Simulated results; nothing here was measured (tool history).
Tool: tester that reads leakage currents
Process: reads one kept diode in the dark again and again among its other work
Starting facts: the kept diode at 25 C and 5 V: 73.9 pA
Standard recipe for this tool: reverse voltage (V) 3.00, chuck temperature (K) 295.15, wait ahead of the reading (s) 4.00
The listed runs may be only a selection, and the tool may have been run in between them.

run     day  reverse voltage (V)  chuck temperature (K)  wait ahead of the reading (s)  current that the tester gives (pA)
  1   0.000                 3.00                 295.15                           4.00                               45.68
  2   4.800                 9.82                 295.15                           4.00                               82.43
  3   9.233                 9.82                 295.15                           4.00                               82.14
  4  14.592                 9.82                 295.15                           4.00                               82.16
  5  18.912                 3.56                 295.15                           4.00                               49.69
     21.700  -- tester calibrated
  6  23.617                 3.00                 295.15                           4.00                               45.47
  7  29.479                 3.00                 301.15                           2.58                               73.12
  8  35.533                 3.00                 306.15                           0.37                              108.46
  9  39.700                 4.99                 300.15                           4.00                               86.86
     40.342  -- chuck's temperature calibrated
 10  45.967                 3.00                 295.15                           1.70                               45.95
 11  49.204                 1.88                 295.15                           0.75                               36.68

Forecast each of these 3 alternatives for the next run:
  A  54.821                 1.88                 309.15                           0.75                                   ?
  B  54.821                 4.57                 313.15                           1.12                                   ?
  C  54.821                 3.38                 295.15                           4.00                                   ?

run  current that the tester gives (pA)
  A                              106.10
  B                              220.68
  C                               48.59
Take away the tool's hidden state, keep each run's random variation, and the runs would have read:
run  current that the tester gives (pA)
  A                              106.08
  B                              220.64
  C                               48.57

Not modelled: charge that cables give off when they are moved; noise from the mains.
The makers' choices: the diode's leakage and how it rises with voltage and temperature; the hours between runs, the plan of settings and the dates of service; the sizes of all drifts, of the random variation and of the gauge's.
